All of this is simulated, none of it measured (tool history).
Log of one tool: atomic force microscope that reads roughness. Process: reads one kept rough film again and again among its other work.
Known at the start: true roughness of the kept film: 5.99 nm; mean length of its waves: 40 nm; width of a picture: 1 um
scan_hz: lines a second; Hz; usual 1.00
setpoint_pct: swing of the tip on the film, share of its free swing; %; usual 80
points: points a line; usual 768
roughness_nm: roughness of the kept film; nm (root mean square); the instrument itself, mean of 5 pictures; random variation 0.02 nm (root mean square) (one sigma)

| run | hour | scan_hz | setpoint_pct | points | roughness_nm |
|---|---|---|---|---|---|
| 1 | 0.0 | 1.00 | 80 | 768 | 4.162 |
| 2 | 8.4 | 1.00 | 77 | 768 | 4.178 |
| 3 | 16.5 | 1.00 | 77 | 768 | 4.137 |
| 4 | 23.7 | 1.00 | 80 | 924 | 3.997 |
| 5 | 30.1 | 1.00 | 80 | 924 | 3.993 |
| 6 | 39.3 | 1.00 | 80 | 924 | 3.933 |
| 7 | 43.1 | 1.00 | 80 | 964 | 3.930 |
| 8 | 47.3 | 0.66 | 80 | 768 | 4.008 |
|  | 48.9 | height scale calibrated on a step standard |
| 9 | 57.4 | 3.62 | 90 | 419 | 2.805 |
| 10 | 65.5 | 3.35 | 90 | 419 | 2.832 |
|  | 75.0 | height scale calibrated on a step standard, once more |
| 11 | 75.0 | 1.70 | 70 | 337 | 3.719 |
| 12 | 79.3 | 1.70 | 70 | 337 | 3.709 |
| 13 | 84.1 | 1.70 | 70 | 337 | 3.671 |
| 14 | 88.6 | 1.46 | 69 | 768 | 3.722 |
| 15 | 93.8 | 1.46 | 69 | 768 | 3.706 |

3 ways to go on from here, each from the tool as it stands after run 15. What would each give?
| A | 100.4 | 1.46 | 58 | 908 | ? |
| B | 100.4 | 0.66 | 70 | 768 | ? |
| C | 100.4 | 1.58 | 69 | 435 | ? |

| run | roughness_nm |
|---|---|
| A | 3.770 |
| B | 3.770 |
| C | 3.626 |
Without the tool's hidden state the same runs would have given:
| run | roughness_nm |
|---|---|
| A | 5.051 |
| B | 5.052 |
| C | 4.856 |

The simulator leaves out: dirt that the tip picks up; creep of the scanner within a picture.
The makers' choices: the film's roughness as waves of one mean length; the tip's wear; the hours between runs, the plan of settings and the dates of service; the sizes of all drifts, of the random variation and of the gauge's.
